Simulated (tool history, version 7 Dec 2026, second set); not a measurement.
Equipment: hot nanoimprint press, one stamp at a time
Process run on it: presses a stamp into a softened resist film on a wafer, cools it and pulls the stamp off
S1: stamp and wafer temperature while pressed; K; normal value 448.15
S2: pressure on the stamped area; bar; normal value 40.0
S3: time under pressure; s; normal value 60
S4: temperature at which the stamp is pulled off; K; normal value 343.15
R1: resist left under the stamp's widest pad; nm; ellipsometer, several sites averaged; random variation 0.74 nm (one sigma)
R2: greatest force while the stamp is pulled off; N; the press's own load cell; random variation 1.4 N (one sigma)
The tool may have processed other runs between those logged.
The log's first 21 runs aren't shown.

run,hour,S1,S2,S3,S4,R1,R2
22,176.3,459.15,25.6,57,345.15,119.9,97
23,184.6,448.15,40.0,40,335.15,173.3,126
24,194.9,448.15,24.5,67,335.15,177.0,123
25,200.7,440.15,60.5,59,333.15,174.5,127
26,208.8,453.15,41.9,60,340.15,116.2,112
27,218.2,442.15,31.1,59,339.15,210.4,118
28,227.8,448.15,31.1,59,339.15,165.8,111
29,235.5,448.15,31.1,59,339.15,165.6,115

What does the tool deliver on the next run?
30,244.5,448.15,31.1,59,339.15,?,?

R1: 165.5 nm
R2: 114 N
With the hidden condition absent and the run-to-run variation left alone, this run would have shown R1 165.6 nm, R2 104 N.

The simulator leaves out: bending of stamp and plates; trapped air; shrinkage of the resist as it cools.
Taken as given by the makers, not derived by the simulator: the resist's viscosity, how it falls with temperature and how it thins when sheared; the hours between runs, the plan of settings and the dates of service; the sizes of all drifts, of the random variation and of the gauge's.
